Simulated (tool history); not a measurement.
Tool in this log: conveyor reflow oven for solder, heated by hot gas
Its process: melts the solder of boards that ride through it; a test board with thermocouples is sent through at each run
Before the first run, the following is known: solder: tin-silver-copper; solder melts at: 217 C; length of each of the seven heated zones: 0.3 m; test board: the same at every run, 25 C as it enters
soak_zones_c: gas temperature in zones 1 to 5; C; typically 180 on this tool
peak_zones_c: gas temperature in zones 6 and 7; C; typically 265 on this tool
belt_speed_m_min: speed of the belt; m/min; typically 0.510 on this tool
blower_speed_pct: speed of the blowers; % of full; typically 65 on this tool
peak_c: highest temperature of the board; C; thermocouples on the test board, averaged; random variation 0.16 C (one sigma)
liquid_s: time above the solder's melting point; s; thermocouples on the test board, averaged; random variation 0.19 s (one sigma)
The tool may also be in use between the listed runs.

run	day	soak_zones_c	peak_zones_c	belt_speed_m_min	blower_speed_pct	peak_c	liquid_s
1	0.000	180	265	0.510	65	245.3	48.3
# day 0.942: flux residue cleaned out of gas plates and filters
2	1.121	180	265	0.510	65	245.9	49.0
3	2.846	180	265	0.510	65	246.2	49.4
4	4.329	180	265	0.510	65	245.8	49.2
5	5.850	180	265	0.510	65	246.1	49.5
6	7.625	180	265	0.510	65	245.7	48.8
7	9.033	180	265	0.510	65	245.6	49.0
8	11.083	180	265	0.510	65	245.8	48.8
9	12.508	180	265	0.510	65	245.3	49.3
10	13.492	180	265	0.510	65	245.5	48.9
11	14.662	180	257	0.510	65	238.9	43.1
# day 15.512: flux residue cleaned out of gas plates and filters
12	16.596	180	257	0.510	65	239.4	44.2
# day 18.275: belt drive overhauled, speed set with a stopwatch
13	18.825	180	257	0.510	65	239.3	42.4
14	21.029	180	257	0.529	65	238.1	39.4
15	22.392	179	261	0.439	71	248.7	61.0
16	23.896	188	264	0.510	65	246.4	52.4
17	26.000	188	264	0.510	65	246.4	52.4
18	27.242	188	264	0.510	65	246.2	52.1
19	29.138	180	263	0.532	65	242.4	43.0
# day 30.158: flux residue cleaned out of gas plates and filters
20	30.425	170	256	0.538	73	238.1	36.3
21	31.562	180	265	0.490	74	250.9	56.1
22	32.512	184	254	0.602	54	227.6	20.7

3 ways to go on from here, each from the tool as it stands after run 22. What would each give?
A	34.192	184	254	0.517	54	?	?
B	34.192	188	259	0.490	54	?	?
C	34.192	179	264	0.602	54	?	?

run	peak_c	liquid_s
A	233.8	35.1
B	240.1	48.3
C	233.1	26.5
Without the tool's unlogged condition, the same runs would have read:
run	peak_c	liquid_s
A	232.8	33.8
B	239.1	47.1
C	232.2	25.4
